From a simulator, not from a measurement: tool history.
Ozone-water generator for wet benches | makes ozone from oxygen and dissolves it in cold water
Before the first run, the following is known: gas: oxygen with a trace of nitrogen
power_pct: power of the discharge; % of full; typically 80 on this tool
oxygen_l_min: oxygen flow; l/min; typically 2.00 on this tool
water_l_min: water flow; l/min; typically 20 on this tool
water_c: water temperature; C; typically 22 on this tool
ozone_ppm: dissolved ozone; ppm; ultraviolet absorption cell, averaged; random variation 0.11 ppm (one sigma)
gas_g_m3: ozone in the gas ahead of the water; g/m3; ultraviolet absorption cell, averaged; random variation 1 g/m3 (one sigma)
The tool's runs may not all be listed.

run,hour,power_pct,oxygen_l_min,water_l_min,water_c,ozone_ppm,gas_g_m3
1,0.0,80,2.00,20,22,7.8,165.4
2,61.7,80,2.00,20,22,7.9,166.7
3,117.5,80,2.00,20,22,7.8,166.9
4,158.2,80,2.00,20,17,8.0,164.7
5,200.6,80,2.00,20,17,7.9,166.0
6,265.0,80,2.00,20,17,8.1,164.2
7,320.5,80,2.00,20,17,8.1,164.4
8,360.0,80,2.00,20,22,7.5,164.1
9,401.9,80,2.00,20,22,7.7,163.4
10,439.7,80,2.00,20,22,7.7,163.7
11,478.4,80,2.00,20,22,8.0,164.3
12,546.3,80,2.00,20,22,7.7,164.2
13,601.7,80,2.00,20,22,7.7,162.6
14,667.1,80,2.39,20,16,8.1,146.0
15,701.0,80,3.52,20,19,8.4,114.8
16,764.9,80,3.52,20,19,8.4,113.6
17,801.0,80,3.52,20,19,8.0,114.0
18,844.6,44,2.53,28,17,3.9,95.8
19,896.2,80,2.00,30,16,5.4,161.7
20,966.3,48,2.00,12,22,8.5,117.5
21,1035.1,70,2.00,24,22,5.8,146.7
22,1100.5,80,2.00,23,22,6.6,160.5
23,1165.3,94,1.36,24,22,6.4,226.5
24,1204.5,94,2.47,24,22,7.2,155.5
25,1236.1,94,2.47,24,22,7.1,156.3
26,1290.3,64,3.59,20,20,6.8,95.2

3 options for the next run, each taken on its own from the tool as it stands now. Forecast them:
A,1331.8,80,3.31,20,22,?,?
B,1331.8,80,2.00,15,14,?,?
C,1331.8,64,1.12,20,20,?,?

run,ozone_ppm,gas_g_m3
A,7.7,116.5
B,10.2,159.3
C,5.7,200.6
Stripped of hidden state, with their random variation kept, the same runs would have yielded:
run,ozone_ppm,gas_g_m3
A,9.4,132.7
B,12.4,181.5
C,6.9,224.5
